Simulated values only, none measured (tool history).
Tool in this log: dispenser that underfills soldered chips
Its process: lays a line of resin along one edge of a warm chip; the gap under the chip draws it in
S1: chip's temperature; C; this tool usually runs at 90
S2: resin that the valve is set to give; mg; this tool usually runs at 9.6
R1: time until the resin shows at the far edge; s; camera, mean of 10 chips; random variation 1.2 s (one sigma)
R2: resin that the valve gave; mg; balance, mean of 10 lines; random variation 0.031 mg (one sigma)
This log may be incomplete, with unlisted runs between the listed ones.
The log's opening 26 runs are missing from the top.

run	day	S1	S2	R1	R2
# day 5.775: new syringe of resin
27	5.85	93	11.38	111	10.93
28	6.088	90	9.57	146	9.17
29	6.279	90	8.72	162.5	8.34
30	6.404	102	8.47	125.2	8.1
# day 6.483: new syringe of resin
31	6.692	102	8.47	95.2	8.01
32	6.967	102	8.47	114.5	8
33	7.15	90	8.78	181.8	8.29
# day 7.175: new syringe of resin
# day 7.242: dispensing valve cleaned and set on the balance
34	7.496	94	11.04	123.2	10.99
35	7.783	105	9.04	107.4	8.9
# day 7.908: new syringe of resin
36	8.004	78	11.93	178.6	11.72

Predict each of these 4 candidate next runs independently; none follows another, all start after run 36:
A	8.146	100	10.67	?	?
B	8.146	88	12.11	?	?
C	8.146	93	10.2	?	?
D	8.146	78	8.26	?	?

run	R1	R2
A	99.6	10.48
B	144.7	11.99
C	123.5	10.06
D	208.9	8.14
Stripped of hidden state, with their random variation kept, the same runs would have yielded:
run	R1	R2
A	84.8	10.64
B	123.2	12.17
C	105.1	10.22
D	177.3	8.27
